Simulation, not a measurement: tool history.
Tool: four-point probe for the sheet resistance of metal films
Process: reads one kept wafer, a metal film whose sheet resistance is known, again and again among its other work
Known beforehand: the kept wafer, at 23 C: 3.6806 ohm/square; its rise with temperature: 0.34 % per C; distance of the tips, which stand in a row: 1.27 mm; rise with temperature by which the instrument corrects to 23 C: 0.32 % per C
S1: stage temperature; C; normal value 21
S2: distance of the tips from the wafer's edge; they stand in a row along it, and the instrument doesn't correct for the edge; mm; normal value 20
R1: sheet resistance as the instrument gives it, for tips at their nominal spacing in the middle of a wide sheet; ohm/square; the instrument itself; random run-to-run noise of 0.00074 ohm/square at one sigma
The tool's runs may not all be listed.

{"run": 1, "hour": 0.0, "S1": 21, "S2": 20, "R1": 3.686963}
{"run": 2, "hour": 36.7, "S1": 21, "S2": 20, "R1": 3.688473}
{"run": 3, "hour": 60.4, "S1": 21, "S2": 20, "R1": 3.687437}
{"run": 4, "hour": 102.0, "S1": 21, "S2": 7, "R1": 3.742308}
{"run": 5, "hour": 150.8, "S1": 21, "S2": 7, "R1": 3.743948}
{"run": 6, "hour": 181.4, "S1": 21, "S2": 7, "R1": 3.743706}
{"run": 7, "hour": 209.4, "S1": 21, "S2": 35, "R1": 3.682239}
{"run": 8, "hour": 238.5, "S1": 21, "S2": 20, "R1": 3.688421}
{"run": 9, "hour": 289.9, "S1": 22, "S2": 20, "R1": 3.688865}
{"run": 10, "hour": 321.4, "S1": 22, "S2": 20, "R1": 3.687516}
{"run": 11, "hour": 345.2, "S1": 22, "S2": 20, "R1": 3.688612}
{"run": 12, "hour": 367.2, "S1": 22, "S2": 20, "R1": 3.688115}
{"run": 13, "hour": 397.6, "S1": 22, "S2": 64, "R1": 3.682445}
{"run": 14, "hour": 445.0, "S1": 22, "S2": 29, "R1": 3.683353}
{"run": 15, "hour": 480.2, "S1": 20, "S2": 27, "R1": 3.682725}
{"run": 16, "hour": 516.1, "S1": 20, "S2": 57, "R1": 3.680626}
{"run": 17, "hour": 564.2, "S1": 35, "S2": 3, "R1": 4.008493}
{"run": 18, "hour": 615.6, "S1": 33, "S2": 20, "R1": 3.695138}
{"run": 19, "hour": 661.5, "S1": 33, "S2": 20, "R1": 3.69418}
{"run": 20, "hour": 703.5, "S1": 33, "S2": 20, "R1": 3.693777}
{"run": 21, "hour": 739.1, "S1": 24, "S2": 3, "R1": 4.00203}
{"run": 22, "hour": 787.5, "S1": 20, "S2": 32, "R1": 3.680716}
{"run": 23, "hour": 823.8, "S1": 28, "S2": 12, "R1": 3.707736}
{"run": 24, "hour": 859.7, "S1": 28, "S2": 5, "R1": 3.806559}
{"run": 25, "hour": 883.6, "S1": 18, "S2": 9, "R1": 3.716059}
{"run": 26, "hour": 910.5, "S1": 21, "S2": 7, "R1": 3.742659}
{"run": 27, "hour": 949.1, "S1": 27, "S2": 7, "R1": 3.747905}

Put back what was entered between runs (1 entry, withheld): which listed runs does each sit between, and how does the hidden state differ from the listed run before to the listed run after?
From run 4 to run 5: stage's thermometer calibrated (hour 149.4)
  inner tips' distance over the nominal, %: 0.001 -> 0; wafer's true temperature over the reading, C: -0.01 -> 0
